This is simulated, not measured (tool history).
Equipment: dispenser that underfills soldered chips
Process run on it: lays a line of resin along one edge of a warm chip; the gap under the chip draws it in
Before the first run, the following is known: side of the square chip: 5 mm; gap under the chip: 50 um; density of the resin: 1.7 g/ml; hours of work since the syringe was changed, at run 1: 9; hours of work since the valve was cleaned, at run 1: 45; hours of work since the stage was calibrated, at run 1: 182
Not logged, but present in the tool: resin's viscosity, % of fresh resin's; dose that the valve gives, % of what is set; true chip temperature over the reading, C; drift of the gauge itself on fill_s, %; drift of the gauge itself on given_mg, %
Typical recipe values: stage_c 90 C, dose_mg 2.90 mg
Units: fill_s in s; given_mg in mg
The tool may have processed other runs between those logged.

run,hour,stage_c,dose_mg,hours of work since the syringe was changed,hours of work since the valve was cleaned,hours of work since the stage was calibrated,fill_s,given_mg
1,0.0,90,2.90,9,45,182,32.2,2.836
# hour 5.8: new syringe of resin
2,11.0,94,2.90,3,51,189,21.9,2.840
3,20.0,94,2.90,9,57,194,27.4,2.835
# hour 26.2: new syringe of resin
4,26.2,94,2.90,0,60,198,20.0,2.825
5,32.3,94,2.90,4,64,202,23.6,2.804
# hour 38.2: dispensing valve cleaned and set on the balance
6,44.0,77,2.90,10,4,208,55.5,2.897
# hour 47.2: new syringe of resin
7,50.6,79,2.90,2,7,212,37.2,2.877
8,59.8,90,2.90,8,13,218,30.7,2.887
# hour 67.3: new syringe of resin
9,68.7,90,3.24,1,18,223,24.1,3.212
10,76.3,90,2.90,6,23,228,28.5,2.879
11,81.6,90,2.85,9,26,231,32.1,2.844
# hour 87.2: new syringe of resin
12,87.9,90,2.85,0,30,235,22.4,2.813
13,94.9,90,2.85,5,34,239,27.9,2.814
14,100.7,90,2.90,8,38,243,32.1,2.849
# hour 107.0: new syringe of resin
15,107.6,90,2.90,0,42,247,22.7,2.859
16,116.3,89,2.73,6,47,252,29.9,2.682
# hour 127.1: new syringe of resin
17,127.1,88,3.12,0,54,259,23.2,3.052
18,134.1,76,2.90,4,58,263,45.3,2.816
19,140.4,91,3.50,8,62,267,29.1,3.415
# hour 147.0: new syringe of resin
# hour 149.3: dispensing valve cleaned and set on the balance
20,149.3,91,3.50,1,0,271,21.5,3.481
21,156.0,79,3.44,5,4,276,40.2,3.431
22,162.7,79,3.44,9,8,280,46.8,3.433
# hour 168.2: new syringe of resin
23,173.6,104,3.48,3,15,286,15.4,3.464
24,183.3,90,2.57,9,21,292,33.1,2.529
# hour 188.2: new syringe of resin
25,188.7,81,2.57,0,24,295,32.1,2.543
26,196.1,81,2.57,5,29,300,39.3,2.544
27,206.4,97,2.97,11,35,306,27.2,2.926

Measured less the same run without the tool's hidden state. The same run-to-run variation is in both; the gauge's scatter may not be:
run,fill_s,given_mg
1,+9.1,-0.059
2,+2.0,-0.067
3,+7.5,-0.073
4,-0.3,-0.077
5,+2.9,-0.082
6,+17.9,-0.004
7,+2.0,-0.008
8,+7.5,-0.014
9,+0.5,-0.023
10,+5.3,-0.025
11,+9.3,-0.029
12,-0.1,-0.033
13,+4.2,-0.037
14,+8.3,-0.042
15,-0.6,-0.047
16,+5.2,-0.050
17,-1.0,-0.065
18,+5.4,-0.066
19,+7.0,-0.085
20,+0.1,-0.001
21,+6.1,-0.006
22,+13.2,-0.012
23,+1.5,-0.021
24,+9.4,-0.022
25,-1.0,-0.025
26,+5.4,-0.030
27,+8.9,-0.041

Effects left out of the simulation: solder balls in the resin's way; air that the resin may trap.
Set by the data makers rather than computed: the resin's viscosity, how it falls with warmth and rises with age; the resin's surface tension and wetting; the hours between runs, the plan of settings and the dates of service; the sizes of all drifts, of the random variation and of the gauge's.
